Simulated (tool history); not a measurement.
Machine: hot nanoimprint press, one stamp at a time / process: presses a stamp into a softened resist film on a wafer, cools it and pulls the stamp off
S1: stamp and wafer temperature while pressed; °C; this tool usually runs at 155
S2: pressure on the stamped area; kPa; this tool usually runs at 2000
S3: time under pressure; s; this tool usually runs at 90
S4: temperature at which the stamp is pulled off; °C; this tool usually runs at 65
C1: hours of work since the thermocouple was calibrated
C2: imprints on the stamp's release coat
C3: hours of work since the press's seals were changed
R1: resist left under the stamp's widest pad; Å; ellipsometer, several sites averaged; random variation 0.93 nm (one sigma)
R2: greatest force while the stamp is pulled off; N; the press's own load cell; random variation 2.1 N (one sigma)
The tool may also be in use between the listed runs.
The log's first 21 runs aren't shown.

Run 22, hour 169.5: usual settings but S1 157 °C, S2 1820 kPa, S3 73 s, S4 51 °C; C1 30; C2 754; C3 308. Result: R1 1823 Å, R2 126 N.
Run 23, hour 176.3: usual settings but S1 154 °C, S2 1920 kPa, S3 64 s; C1 33; C2 772; C3 312. Result: R1 2083 Å, R2 104 N.
At hour 181.3: plate thermocouple calibrated, once more.
Run 24, hour 184.9: usual settings but S4 55 °C; C1 2; C2 786; C3 315. Result: R1 1676 Å, R2 119 N.
Run 25, hour 195.3: usual settings but S1 163 °C, S2 2360 kPa, S3 73 s, S4 54 °C; C1 8; C2 812; C3 321. Result: R1 1279 Å, R2 123 N.
Run 26, hour 202.5: usual settings but S1 157 °C, S2 1860 kPa, S3 73 s, S4 54 °C; C1 12; C2 831; C3 325. Result: R1 1753 Å, R2 117 N.
Run 27, hour 209.7: usual settings but S1 157 °C, S2 1860 kPa, S3 73 s, S4 54 °C; C1 16; C2 849; C3 329. Result: R1 1761 Å, R2 120 N.
Run 28, hour 215.1: usual settings but S1 163 °C, S4 73 °C; C1 19; C2 862; C3 332. Result: R1 1271 Å, R2 93 N.
Run 29, hour 219.8: usual settings but S2 1370 kPa, S3 139 s; C1 22; C2 874; C3 335. Result: R1 1670 Å, R2 108 N.
Run 30, hour 228.9: usual settings but S2 1370 kPa, S3 139 s; C1 27; C2 897; C3 340. Result: R1 1663 Å, R2 108 N.

Each row is a separate what-if for the run after 30, all from the same tool condition, not one after another. Results?
Run A, hour 234.3: usual settings but S1 164 °C, S2 1490 kPa, S3 139 s; C1 30; C2 911; C3 343. Result: R1 ?, R2 ?.
Run B, hour 234.3: usual settings but S2 1230 kPa, S4 67 °C; C1 30; C2 911; C3 343. Result: R1 ?, R2 ?.
Run C, hour 234.3: usual settings but S2 1370 kPa, S3 53 s; C1 30; C2 911; C3 343. Result: R1 ?, R2 ?.

run    R1   R2
  A  1175  107
  B  2056  104
  C  2361  105
Had the tool no hidden state, the same runs would have come out as:
run    R1  R2
  A  1154  96
  B  2027  93
  C  2329  94
